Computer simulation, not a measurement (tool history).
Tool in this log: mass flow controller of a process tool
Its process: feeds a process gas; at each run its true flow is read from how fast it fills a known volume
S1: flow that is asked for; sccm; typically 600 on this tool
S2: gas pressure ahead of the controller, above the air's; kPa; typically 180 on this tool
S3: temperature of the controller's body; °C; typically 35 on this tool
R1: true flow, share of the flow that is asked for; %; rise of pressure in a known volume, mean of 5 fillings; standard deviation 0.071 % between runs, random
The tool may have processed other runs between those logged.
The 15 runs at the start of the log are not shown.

run    hour   S1   S2  S3      R1
     1231.6  -- controller's zero set anew
 16  1331.5  600  180  29   99.51
 17  1399.7  600  180  35   99.71
 18  1452.5  600  235  35   99.88
 19  1564.2  600  230  35   99.96
     1614.4  -- controller's zero set anew, once more
 20  1644.7  112  262  35   99.48
 21  1743.9  112  262  35   99.34
 22  1846.6  448  262  31   99.97
 23  1966.4  448  262  31  100.07
 24  2083.8  448  262  31  100.01
 25  2202.1  152  202  37   99.46
 26  2256.7  158  244  30   99.15
 27    2359  158  244  30   99.22
 28  2410.8  204  157  35   99.37
 29  2484.9  204  157  35   99.43
 30  2584.6  487  157  26   99.56
 31  2657.6  689  212  31  100.45
 32  2762.4  284  212  38   99.88
 33  2869.8  110  212  38   99.15
 34  2946.8  110  212  38   99.12
 35  3022.4  110  212  38   99.14
 36  3102.4  175  145  27   98.69
 37  3215.4  600  177  21   99.58
 38  3264.9  157  265  35   99.27

4 options for the next run, each taken on its own from the tool as it stands now. Forecast them:
  A  3337.8  600  277  35   ?
  B  3337.8  600  180  35   ?
  C  3337.8  292  237  35   ?
  D  3337.8  600  180  34   ?

run      R1
  A  100.55
  B  100.33
  C   99.69
  D  100.32
With the hidden condition removed and each run's random variation left untouched, the same runs would have given:
run      R1
  A  100.15
  B   99.93
  C   99.54
  D   99.92
